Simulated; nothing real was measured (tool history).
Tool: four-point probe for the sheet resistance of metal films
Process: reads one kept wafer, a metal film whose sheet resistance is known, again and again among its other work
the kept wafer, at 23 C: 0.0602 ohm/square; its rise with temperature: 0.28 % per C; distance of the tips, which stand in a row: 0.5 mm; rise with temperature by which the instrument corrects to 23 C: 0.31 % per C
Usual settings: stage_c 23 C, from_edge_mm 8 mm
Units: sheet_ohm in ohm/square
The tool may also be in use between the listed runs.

run,hour,stage_c,from_edge_mm,sheet_ohm
1,0.0,23,8,0.060351
2,13.3,23,8,0.060313
3,31.5,20,8,0.060389
4,51.7,20,8,0.060392
5,71.3,31,8,0.060201
6,93.2,31,8,0.060204
7,113.2,23,8,0.060328
8,133.2,23,8,0.060348
9,147.9,23,8,0.060353
10,166.2,26,8,0.060263
11,185.7,26,8,0.060280
12,202.9,30,8,0.060226
13,228.0,30,8,0.060221
14,239.9,23,8,0.060336
15,259.1,23,74,0.060230
16,278.1,23,71,0.060226
17,295.1,23,71,0.060217
18,312.7,23,71,0.060236
19,323.2,23,8,0.060358
20,335.3,32,8,0.060193
21,352.4,32,8,0.060190
22,376.8,32,8,0.060199
23,400.2,28,8,0.060287
24,423.5,28,8,0.060264
25,436.1,23,8,0.060370
26,461.4,27,7,0.060344
27,476.2,27,7,0.060330
28,494.1,18,5,0.060670
29,515.3,32,17,0.060122
30,528.9,34,40,0.060075
31,550.7,25,49,0.060232
32,568.3,28,8,0.060298
33,579.1,28,8,0.060279
34,594.3,28,8,0.060273
35,606.0,27,8,0.060311
36,621.0,27,8,0.060297
37,632.1,27,8,0.060303
38,645.0,27,8,0.060321
39,662.0,27,8,0.060332
40,679.0,29,67,0.060174
41,690.0,29,67,0.060161
42,701.5,29,67,0.060141
43,725.3,21,36,0.060331
44,750.7,21,36,0.060320
45,776.1,21,36,0.060316

Taken out of this log: 2 entries between the listed runs. Where each belongs, and how the hidden state differs across it:
Between runs 2 and 3: stage's thermometer calibrated (hour 15.1)
  inner tips' distance over the nominal, %: -0.04 -> -0.037; wafer's true temperature over the reading, C: 0.15 -> 0.19
  measured less the result without the state, sheet_ohm: -0.000001 -> +0.000009 ohm/square
Between runs 8 and 9: stage's thermometer calibrated, once more (hour 135.9)
  inner tips' distance over the nominal, %: -0.02 -> -0.018; wafer's true temperature over the reading, C: 0.2 -> 0.08
  measured less the result without the state, sheet_ohm: +0.000021 -> +0.000002 ohm/square
